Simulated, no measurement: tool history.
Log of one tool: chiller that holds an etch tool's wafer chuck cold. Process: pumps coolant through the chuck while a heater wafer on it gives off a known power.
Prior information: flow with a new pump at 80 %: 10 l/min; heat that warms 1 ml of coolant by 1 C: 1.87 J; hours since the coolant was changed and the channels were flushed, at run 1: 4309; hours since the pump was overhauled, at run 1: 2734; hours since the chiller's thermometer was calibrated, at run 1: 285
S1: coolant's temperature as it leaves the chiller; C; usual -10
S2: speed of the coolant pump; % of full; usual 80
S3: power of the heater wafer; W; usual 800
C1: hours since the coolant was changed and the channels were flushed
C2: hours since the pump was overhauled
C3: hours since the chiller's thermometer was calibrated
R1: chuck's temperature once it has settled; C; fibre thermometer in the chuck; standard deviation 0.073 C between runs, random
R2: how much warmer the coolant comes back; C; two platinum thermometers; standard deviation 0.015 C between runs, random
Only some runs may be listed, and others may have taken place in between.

run   hour   S1  S2   S3    C1    C2   C3     R1    R2
  1      0  -10  80  800  4309  2734  285  -2.99  2.67
  2   39.1  -10  80  800  4348  2773  324  -3.13  2.65
  3   76.2  -10  80  800  4385  2810  361  -3.11  2.65
  4  136.6  -10  63  800  4446  2871  421  -1.67  3.44
  5  177.2  -10  63  800  4486  2911  462  -1.65  3.45
     187.6  -- coolant pump overhauled
  6  211.6  -10  80  800  4515    24  491  -2.95  2.68
  7  240.8  -10  80  800  4545    53  521  -3.05  2.74
  8  268.9  -10  80  800  4573    81  549  -3.06  2.72
  9  320.7  -10  80  800  4625   133  600  -2.98  2.69
 10  352.6  -10  80  800  4657   165  632  -2.93   2.7
 11  418.3  -10  80  800  4722   231  698     -3  2.72

What does the tool deliver on the next run?
 12  473.8  -3  80  800  4778  286  754   ?   ?

R1: 4.05 C
R2: 2.72 C
Were there no unlogged condition in the tool, this run, its random variation unchanged, would have produced R1 3.24 C, R2 2.57 C.
